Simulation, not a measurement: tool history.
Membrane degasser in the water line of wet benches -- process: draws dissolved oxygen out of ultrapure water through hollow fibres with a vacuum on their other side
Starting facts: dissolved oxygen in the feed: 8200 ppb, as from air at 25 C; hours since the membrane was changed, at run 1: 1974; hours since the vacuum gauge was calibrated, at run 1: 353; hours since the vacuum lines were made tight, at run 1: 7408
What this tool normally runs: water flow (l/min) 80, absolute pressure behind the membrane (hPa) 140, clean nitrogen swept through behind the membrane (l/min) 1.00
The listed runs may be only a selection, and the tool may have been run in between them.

| run | day | water flow (l/min) | absolute pressure behind the membrane (hPa) | clean nitrogen swept through behind the membrane (l/min) | hours since the membrane was changed | hours since the vacuum gauge was calibrated | hours since the vacuum lines were made tight | dissolved oxygen in the water behind the degasser (ppb) | pressure that the water loses in the fibres (hPa) |
|---|---|---|---|---|---|---|---|---|---|
| 1 | 0.000 | 80 | 140 | 1.00 | 1974 | 353 | 7408 | 1310.2 | 383.2 |
| 2 | 2.754 | 80 | 140 | 0.99 | 2040 | 420 | 7474 | 1320.7 | 381.6 |
| 3 | 4.079 | 80 | 140 | 0.70 | 2072 | 451 | 7506 | 1604.2 | 382.6 |
| 4 | 5.908 | 80 | 140 | 1.00 | 2116 | 495 | 7550 | 1312.0 | 383.6 |
| 5 | 7.467 | 80 | 140 | 1.00 | 2153 | 533 | 7587 | 1311.4 | 380.8 |
| 6 | 8.696 | 80 | 140 | 1.00 | 2183 | 562 | 7616 | 1311.7 | 379.7 |
| 7 | 10.125 | 80 | 213 | 1.00 | 2217 | 596 | 7651 | 2020.1 | 379.1 |
| 8 | 12.988 | 80 | 213 | 1.00 | 2286 | 665 | 7719 | 2014.6 | 375.6 |
| 9 | 15.458 | 80 | 213 | 1.00 | 2345 | 724 | 7779 | 2015.0 | 376.6 |
| 10 | 16.712 | 80 | 213 | 1.00 | 2375 | 755 | 7809 | 2015.7 | 377.3 |
| 11 | 19.117 | 80 | 140 | 1.00 | 2433 | 812 | 7867 | 1314.8 | 375.5 |
| 12 | 21.700 | 80 | 140 | 1.00 | 2495 | 874 | 7929 | 1309.2 | 376.9 |
| 13 | 23.862 | 80 | 140 | 1.00 | 2547 | 926 | 7980 | 1316.6 | 377.6 |
| 14 | 25.904 | 80 | 140 | 0.73 | 2596 | 975 | 8029 | 1579.8 | 375.2 |
| 15 | 28.446 | 80 | 140 | 1.00 | 2657 | 1036 | 8090 | 1310.4 | 373.5 |
| 16 | 29.846 | 80 | 140 | 1.00 | 2690 | 1070 | 8124 | 1309.5 | 374.1 |
| 17 | 32.017 | 80 | 140 | 0.80 | 2743 | 1122 | 8176 | 1488.6 | 375.2 |
| 18 | 33.762 | 80 | 88 | 0.41 | 2784 | 1164 | 8218 | 1175.2 | 374.9 |
| 19 | 34.946 | 68 | 310 | 1.99 | 2813 | 1192 | 8246 | 1641.2 | 314.6 |
| 20 | 36.571 | 68 | 310 | 1.99 | 2852 | 1231 | 8285 | 1640.4 | 317.0 |
| 21 | 37.758 | 76 | 140 | 1.14 | 2880 | 1260 | 8314 | 1165.1 | 351.6 |
|  | 38.921 | gauge calibrated |
| 22 | 39.238 | 76 | 204 | 1.14 | 2916 | 1295 | 8349 | 1730.1 | 363.0 |
| 23 | 41.833 | 63 | 127 | 0.66 | 2978 | 1357 | 8412 | 1283.3 | 301.3 |
| 24 | 43.808 | 98 | 91 | 1.00 | 3026 | 1405 | 8459 | 907.9 | 467.3 |
| 25 | 46.358 | 98 | 91 | 1.00 | 3087 | 1466 | 8520 | 904.6 | 463.7 |
| 26 | 47.575 | 98 | 91 | 1.00 | 3116 | 1495 | 8549 | 906.8 | 464.1 |
| 27 | 50.346 | 98 | 91 | 1.00 | 3182 | 1562 | 8616 | 906.1 | 467.0 |
| 28 | 52.225 | 98 | 91 | 1.00 | 3228 | 1607 | 8661 | 905.6 | 466.7 |
| 29 | 53.496 | 98 | 91 | 0.40 | 3258 | 1637 | 8692 | 1387.4 | 463.6 |
| 30 | 55.362 | 85 | 86 | 2.20 | 3303 | 1682 | 8736 | 450.8 | 400.7 |
| 31 | 56.525 | 66 | 117 | 2.20 | 3331 | 1710 | 8764 | 526.9 | 313.6 |
| 32 | 58.571 | 103 | 117 | 0.90 | 3380 | 1759 | 8813 | 1354.9 | 483.5 |

Some steps in pressure that the water loses in the fibres (hPa), run to run, broken into two amounts with sign: the step expected even without the hidden condition (settings, incoming material, random variation), and the rest, left for the hidden condition together with whatever gauge scatter is not in both the measured and the hidden-condition-free result:
Hidden state present: membrane still open, %; true pressure behind the membrane over the reading, kPa; air that leaks in behind the membrane, l/min; drift of the gauge itself on oxygen_ppb, %; drift of the gauge itself on loss_of_pressure_kpa, %.
Run 20 -> 21: water flow (l/min) 68 -> 76, absolute pressure behind the membrane (hPa) 310 -> 140, clean nitrogen swept through behind the membrane (l/min) 1.99 -> 1.14. pressure that the water loses in the fibres (hPa) +34.6: hidden state -1.2, all else +35.8.
Run 21 -> 22: absolute pressure behind the membrane (hPa) 140 -> 204, gauge calibrated. pressure that the water loses in the fibres (hPa) +11.4: hidden state +9.5, all else +1.9.
Run 23 -> 24: water flow (l/min) 63 -> 98, absolute pressure behind the membrane (hPa) 127 -> 91, clean nitrogen swept through behind the membrane (l/min) 0.66 -> 1.00. pressure that the water loses in the fibres (hPa) +166.0: hidden state -1.0, all else +167.0.
Run 30 -> 31: water flow (l/min) 85 -> 66, absolute pressure behind the membrane (hPa) 86 -> 117. pressure that the water loses in the fibres (hPa) -87.1: hidden state +0.7, all else -87.8.
Run 31 -> 32: water flow (l/min) 66 -> 103, clean nitrogen swept through behind the membrane (l/min) 2.20 -> 0.90. pressure that the water loses in the fibres (hPa) +169.9: hidden state -2.7, all else +172.6.
